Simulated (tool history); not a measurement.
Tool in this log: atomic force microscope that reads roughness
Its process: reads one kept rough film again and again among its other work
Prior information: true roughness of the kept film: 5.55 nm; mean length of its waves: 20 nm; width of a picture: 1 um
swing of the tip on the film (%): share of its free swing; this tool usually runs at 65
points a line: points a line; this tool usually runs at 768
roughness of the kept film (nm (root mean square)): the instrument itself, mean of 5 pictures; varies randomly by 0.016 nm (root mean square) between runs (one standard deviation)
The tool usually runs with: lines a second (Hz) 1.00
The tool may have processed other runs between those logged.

run	hour	lines a second (Hz)	swing of the tip on the film (%)	points a line	roughness of the kept film (nm (root mean square))
1	0.0	1.00	65	768	3.030
2	14.2	0.50	65	768	3.046
3	30.3	0.50	68	768	2.996
4	54.7	0.50	68	768	2.946
5	72.3	0.50	68	768	2.907
6	88.0	0.50	68	768	2.880
# hour 94.3: new tip fitted
7	111.9	0.50	68	768	3.842
# hour 115.4: height scale calibrated on a step standard
8	145.4	0.50	68	768	3.753
9	170.6	0.50	68	768	3.690
10	199.8	1.00	65	768	3.535
11	214.1	0.86	65	768	3.524
12	236.1	0.86	65	768	3.439
13	269.0	3.88	75	768	2.996
14	288.5	2.45	61	258	3.146
15	310.3	2.45	61	258	3.079
# hour 326.7: height scale calibrated on a step standard, once more
16	342.1	2.45	61	258	3.042
17	367.0	3.15	57	764	3.052
18	400.5	0.58	88	768	2.986
19	424.4	0.58	88	768	2.941
20	439.2	0.58	88	768	2.886
# hour 449.9: new tip fitted
21	462.8	1.58	56	731	3.820
22	485.9	0.82	85	904	3.633
23	503.6	3.75	65	768	3.482

A few steps of roughness of the kept film (nm (root mean square)) between consecutive runs. Split each: what settings, incoming material and random variation would produce without the hidden state, and what is left over for the hidden state, along with gauge scatter present in only one of the two compared results (measured, and without hidden state):
Hidden state present: radius of the tip, nm; height scale over the true one, %; drift of the gauge itself on roughness_nm, %.
Run 6 -> 7: new tip fitted. roughness of the kept film (nm (root mean square)) +0.962: hidden state +0.999, all else -0.037.
Run 20 -> 21: lines a second (Hz) 0.58 -> 1.58, swing of the tip on the film (%) 88 -> 56, points a line 768 -> 731, new tip fitted. roughness of the kept film (nm (root mean square)) +0.934: hidden state +0.828, all else +0.106.

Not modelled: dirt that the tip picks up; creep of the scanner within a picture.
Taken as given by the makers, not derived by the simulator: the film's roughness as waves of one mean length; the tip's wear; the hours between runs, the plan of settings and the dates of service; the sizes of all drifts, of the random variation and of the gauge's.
